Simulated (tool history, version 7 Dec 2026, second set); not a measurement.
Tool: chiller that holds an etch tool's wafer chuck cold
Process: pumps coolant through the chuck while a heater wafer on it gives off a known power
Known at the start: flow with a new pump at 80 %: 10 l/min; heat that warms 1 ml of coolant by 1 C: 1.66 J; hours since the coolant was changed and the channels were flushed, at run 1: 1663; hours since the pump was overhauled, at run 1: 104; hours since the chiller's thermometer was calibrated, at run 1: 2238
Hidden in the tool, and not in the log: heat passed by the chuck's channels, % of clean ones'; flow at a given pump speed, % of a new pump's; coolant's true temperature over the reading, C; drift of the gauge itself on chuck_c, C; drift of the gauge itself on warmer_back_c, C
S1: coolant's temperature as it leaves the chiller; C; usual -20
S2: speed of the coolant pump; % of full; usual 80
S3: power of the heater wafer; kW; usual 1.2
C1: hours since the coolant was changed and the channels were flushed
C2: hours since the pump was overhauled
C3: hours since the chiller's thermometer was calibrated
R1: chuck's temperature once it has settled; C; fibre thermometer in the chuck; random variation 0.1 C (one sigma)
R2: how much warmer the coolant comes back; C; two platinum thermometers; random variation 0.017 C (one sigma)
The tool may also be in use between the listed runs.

run   hour   S1  S2     S3    C1   C2    C3      R1    R2
  1      0  -20  80    1.2  1663  104  2238  -11.67  4.36
  2   22.7  -24  80    1.2  1686  127  2261  -15.32  4.37
  3     51  -20  80  0.861  1714  155  2289  -13.92  3.13
  4   65.2  -20  67    1.2  1729  169  2303  -10.04  5.27
  5   86.4  -23  80    1.2  1750  190  2324  -14.56  4.37
  6  101.1  -23  80    1.2  1765  205  2339  -14.48  4.35
  7  128.5  -23  80    1.2  1792  232  2366   -14.5  4.38
  8  156.1  -23  80  1.138  1819  260  2394  -14.88  4.16
  9  185.1  -23  80  1.138  1849  289  2423  -14.62  4.12
 10  215.7  -23  80  1.138  1879  320  2454  -15.18  4.14
 11    238  -23  80  1.138  1901  342  2476  -14.86  4.14
 12  254.2  -23  80  1.138  1918  358  2492  -14.84  4.17
 13  276.1  -23  80  1.138  1939  380  2514  -14.94  4.14
 14  299.8  -20  95    1.2  1963  404  2538  -12.41  3.69
 15  323.8  -20  95    1.2  1987  428  2562  -12.47  3.65
 16  354.4  -20  95    1.2  2018  458  2592  -12.65  3.66
 17  378.6  -20  80  0.752  2042  482  2617  -14.36  2.76
 18  390.9  -20  80  0.752  2054  495  2629  -14.61  2.75
 19  410.4  -20  66  0.902  2074  514  2648  -12.11  4.02
 20  427.5  -28  62  1.121  2091  531  2665  -17.97  5.36
 21  454.6  -28  62  1.121  2118  558  2693  -17.71  5.34
 22  484.2  -28  62  1.121  2148  588  2722  -17.93  5.36
 23  505.5  -28  72  0.834  2169  609  2744  -21.43   3.4
 24  522.9  -28  72  0.834  2186  627  2761   -21.4  3.37
 25  549.4  -28  72  0.834  2213  653  2787  -21.29   3.4
 26  578.1  -28  80  0.731  2242  682  2816  -22.57  2.67
 27  592.9  -28  80  0.731  2256  697  2831  -22.54  2.69
 28  607.6  -29  89  1.286  2271  712  2846  -20.52  4.21
 29  628.8  -29  63  0.724  2292  733  2867  -22.55  3.39
 30  645.2  -29  63  0.724  2309  749  2883  -22.19  3.38
 31  669.3  -29  62  1.475  2333  773  2907  -15.88  7.08
 32  699.5  -29  89  1.001  2363  803  2937  -22.44  3.26
 33  715.7  -12  82  0.954  2379  820  2954   -5.33   3.4

Some steps in R1 between neighbouring runs. How much of each would the tool show without its hidden state too (settings, what came in, random variation), and how much is left for the hidden state, with any gauge scatter that isn't in both results?
Run 22 -> 23: S2 62 -> 72, S3 1.121 -> 0.834. R1 -3.5 C: hidden state -0.12, all else -3.38.
Run 30 -> 31: S2 63 -> 62, S3 0.724 -> 1.475. R1 +6.31 C: hidden state +0.24, all else +6.07.
Run 31 -> 32: S2 62 -> 89, S3 1.475 -> 1.001. R1 -6.56 C: hidden state -0.22, all else -6.34.
Run 32 -> 33: S1 -29 -> -12, S2 89 -> 82, S3 1.001 -> 0.954. R1 +17.11 C: hidden state +0, all else +17.11.

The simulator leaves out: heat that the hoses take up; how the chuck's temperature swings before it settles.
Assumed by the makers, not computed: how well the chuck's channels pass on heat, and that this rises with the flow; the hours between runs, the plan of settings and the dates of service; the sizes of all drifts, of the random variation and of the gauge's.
